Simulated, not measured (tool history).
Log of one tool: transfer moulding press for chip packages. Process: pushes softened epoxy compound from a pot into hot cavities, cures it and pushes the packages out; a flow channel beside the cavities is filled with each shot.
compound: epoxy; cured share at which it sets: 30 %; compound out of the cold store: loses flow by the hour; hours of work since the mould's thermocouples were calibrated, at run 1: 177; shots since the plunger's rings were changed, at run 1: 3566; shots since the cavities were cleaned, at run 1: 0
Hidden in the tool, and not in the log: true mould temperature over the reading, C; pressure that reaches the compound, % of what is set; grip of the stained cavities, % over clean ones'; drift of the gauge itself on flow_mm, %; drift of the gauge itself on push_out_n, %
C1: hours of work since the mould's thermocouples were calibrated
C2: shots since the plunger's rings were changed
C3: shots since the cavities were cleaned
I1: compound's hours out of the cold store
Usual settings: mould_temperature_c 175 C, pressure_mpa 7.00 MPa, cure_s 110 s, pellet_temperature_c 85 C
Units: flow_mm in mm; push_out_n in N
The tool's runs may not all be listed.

run 1 hour=0.0 | mould_temperature_c=175 pressure_mpa=7.00 cure_s=110 pellet_temperature_c=85 | C1=177 C2=3566 C3=0 | I1=43.8 | flow_mm=726 push_out_n=337
run 2 hour=6.5 | mould_temperature_c=175 pressure_mpa=7.00 cure_s=110 pellet_temperature_c=85 | C1=182 C2=3646 C3=80 | I1=10.5 | flow_mm=788 push_out_n=384
run 3 hour=15.7 | mould_temperature_c=175 pressure_mpa=7.00 cure_s=113 pellet_temperature_c=85 | C1=189 C2=3758 C3=192 | I1=46.3 | flow_mm=714 push_out_n=420
run 4 hour=23.1 | mould_temperature_c=175 pressure_mpa=7.00 cure_s=113 pellet_temperature_c=85 | C1=195 C2=3848 C3=282 | I1=34.5 | flow_mm=736 push_out_n=459
run 5 hour=27.7 | mould_temperature_c=175 pressure_mpa=7.00 cure_s=110 pellet_temperature_c=81 | C1=198 C2=3903 C3=337 | I1=24.2 | flow_mm=768 push_out_n=500
run 6 hour=34.9 | mould_temperature_c=175 pressure_mpa=7.00 cure_s=110 pellet_temperature_c=87 | C1=204 C2=3991 C3=425 | I1=26.9 | flow_mm=761 push_out_n=501
-- hour=42.5 cavities cleaned with cleaning compound and waxed
run 7 hour=46.5 | mould_temperature_c=175 pressure_mpa=7.00 cure_s=110 pellet_temperature_c=87 | C1=212 C2=4114 C3=48 | I1=17.0 | flow_mm=782 push_out_n=370
run 8 hour=53.1 | mould_temperature_c=175 pressure_mpa=7.00 cure_s=110 pellet_temperature_c=85 | C1=217 C2=4195 C3=129 | I1=31.8 | flow_mm=737 push_out_n=386
run 9 hour=60.5 | mould_temperature_c=175 pressure_mpa=7.00 cure_s=110 pellet_temperature_c=85 | C1=223 C2=4285 C3=219 | I1=23.2 | flow_mm=757 push_out_n=452
run 10 hour=66.0 | mould_temperature_c=171 pressure_mpa=7.00 cure_s=110 pellet_temperature_c=85 | C1=228 C2=4351 C3=285 | I1=45.3 | flow_mm=722 push_out_n=545
run 11 hour=71.9 | mould_temperature_c=171 pressure_mpa=7.00 cure_s=110 pellet_temperature_c=75 | C1=232 C2=4423 C3=357 | I1=24.4 | flow_mm=767 push_out_n=610
run 12 hour=81.7 | mould_temperature_c=171 pressure_mpa=7.00 cure_s=110 pellet_temperature_c=75 | C1=240 C2=4542 C3=476 | I1=18.0 | flow_mm=792 push_out_n=667
-- hour=85.2 cavities cleaned with cleaning compound and waxed
run 13 hour=90.1 | mould_temperature_c=175 pressure_mpa=7.00 cure_s=110 pellet_temperature_c=85 | C1=245 C2=4627 C3=60 | I1=43.7 | flow_mm=715 push_out_n=371
run 14 hour=98.8 | mould_temperature_c=175 pressure_mpa=7.00 cure_s=110 pellet_temperature_c=85 | C1=252 C2=4732 C3=165 | I1=41.8 | flow_mm=713 push_out_n=412
run 15 hour=105.2 | mould_temperature_c=173 pressure_mpa=8.04 cure_s=110 pellet_temperature_c=85 | C1=257 C2=4810 C3=243 | I1=11.9 | flow_mm=852 push_out_n=497
run 16 hour=111.0 | mould_temperature_c=175 pressure_mpa=7.00 cure_s=149 pellet_temperature_c=84 | C1=262 C2=4880 C3=313 | I1=41.6 | flow_mm=723 push_out_n=426
run 17 hour=118.0 | mould_temperature_c=177 pressure_mpa=5.59 cure_s=110 pellet_temperature_c=85 | C1=267 C2=4965 C3=398 | I1=22.2 | flow_mm=680 push_out_n=492
run 18 hour=125.7 | mould_temperature_c=173 pressure_mpa=7.00 cure_s=110 pellet_temperature_c=87 | C1=274 C2=5060 C3=493 | I1=20.6 | flow_mm=773 push_out_n=583
-- hour=128.0 cavities cleaned with cleaning compound and waxed
-- hour=132.6 plunger's sealing rings changed
run 19 hour=137.6 | mould_temperature_c=173 pressure_mpa=7.00 cure_s=110 pellet_temperature_c=87 | C1=280 C2=62 C3=87 | I1=44.0 | flow_mm=748 push_out_n=413
run 20 hour=147.0 | mould_temperature_c=175 pressure_mpa=8.21 cure_s=102 pellet_temperature_c=85 | C1=287 C2=175 C3=200 | I1=15.8 | flow_mm=881 push_out_n=486
run 21 hour=153.1 | mould_temperature_c=177 pressure_mpa=7.00 cure_s=110 pellet_temperature_c=82 | C1=292 C2=250 C3=275 | I1=10.3 | flow_mm=821 push_out_n=444
run 22 hour=157.8 | mould_temperature_c=182 pressure_mpa=7.17 cure_s=138 pellet_temperature_c=85 | C1=296 C2=307 C3=332 | I1=30.9 | flow_mm=758 push_out_n=415
run 23 hour=165.8 | mould_temperature_c=175 pressure_mpa=7.00 cure_s=105 pellet_temperature_c=83 | C1=302 C2=404 C3=429 | I1=18.9 | flow_mm=803 push_out_n=560
run 24 hour=171.1 | mould_temperature_c=172 pressure_mpa=7.00 cure_s=105 pellet_temperature_c=83 | C1=306 C2=469 C3=494 | I1=26.1 | flow_mm=785 push_out_n=657
-- hour=173.3 cavities cleaned with cleaning compound and waxed
run 25 hour=176.9 | mould_temperature_c=173 pressure_mpa=7.00 cure_s=110 pellet_temperature_c=76 | C1=310 C2=521 C3=44 | I1=26.6 | flow_mm=798 push_out_n=409
run 26 hour=184.6 | mould_temperature_c=173 pressure_mpa=7.00 cure_s=110 pellet_temperature_c=76 | C1=316 C2=615 C3=138 | I1=11.7 | flow_mm=831 push_out_n=479
run 27 hour=190.3 | mould_temperature_c=177 pressure_mpa=7.00 cure_s=119 pellet_temperature_c=76 | C1=320 C2=685 C3=208 | I1=8.7 | flow_mm=819 push_out_n=393
run 28 hour=198.0 | mould_temperature_c=174 pressure_mpa=6.09 cure_s=135 pellet_temperature_c=78 | C1=326 C2=777 C3=300 | I1=30.5 | flow_mm=723 push_out_n=439

5 ways to go on from here, each from the tool as it stands after run 28. What would each give?
run A hour=205.6 | mould_temperature_c=174 pressure_mpa=5.38 cure_s=135 pellet_temperature_c=78 | C1=332 C2=870 C3=393 | I1=16.3 | flow_mm=? push_out_n=?
run B hour=205.6 | mould_temperature_c=181 pressure_mpa=6.09 cure_s=135 pellet_temperature_c=85 | C1=332 C2=870 C3=393 | I1=33.9 | flow_mm=? push_out_n=?
run C hour=205.6 | mould_temperature_c=173 pressure_mpa=6.09 cure_s=135 pellet_temperature_c=83 | C1=332 C2=870 C3=393 | I1=45.9 | flow_mm=? push_out_n=?
run D hour=205.6 | mould_temperature_c=174 pressure_mpa=6.42 cure_s=135 pellet_temperature_c=78 | C1=332 C2=870 C3=393 | I1=21.0 | flow_mm=? push_out_n=?
run E hour=205.6 | mould_temperature_c=175 pressure_mpa=6.09 cure_s=124 pellet_temperature_c=81 | C1=332 C2=870 C3=393 | I1=39.9 | flow_mm=? push_out_n=?

run=A flow_mm=718 push_out_n=456
run=B flow_mm=691 push_out_n=450
run=C flow_mm=706 push_out_n=461
run=D flow_mm=757 push_out_n=468
run=E flow_mm=696 push_out_n=468
Without the tool's hidden state the same runs would have given:
run=A flow_mm=724 push_out_n=299
run=B flow_mm=697 push_out_n=297
run=C flow_mm=711 push_out_n=302
run=D flow_mm=763 push_out_n=307
run=E flow_mm=701 push_out_n=306

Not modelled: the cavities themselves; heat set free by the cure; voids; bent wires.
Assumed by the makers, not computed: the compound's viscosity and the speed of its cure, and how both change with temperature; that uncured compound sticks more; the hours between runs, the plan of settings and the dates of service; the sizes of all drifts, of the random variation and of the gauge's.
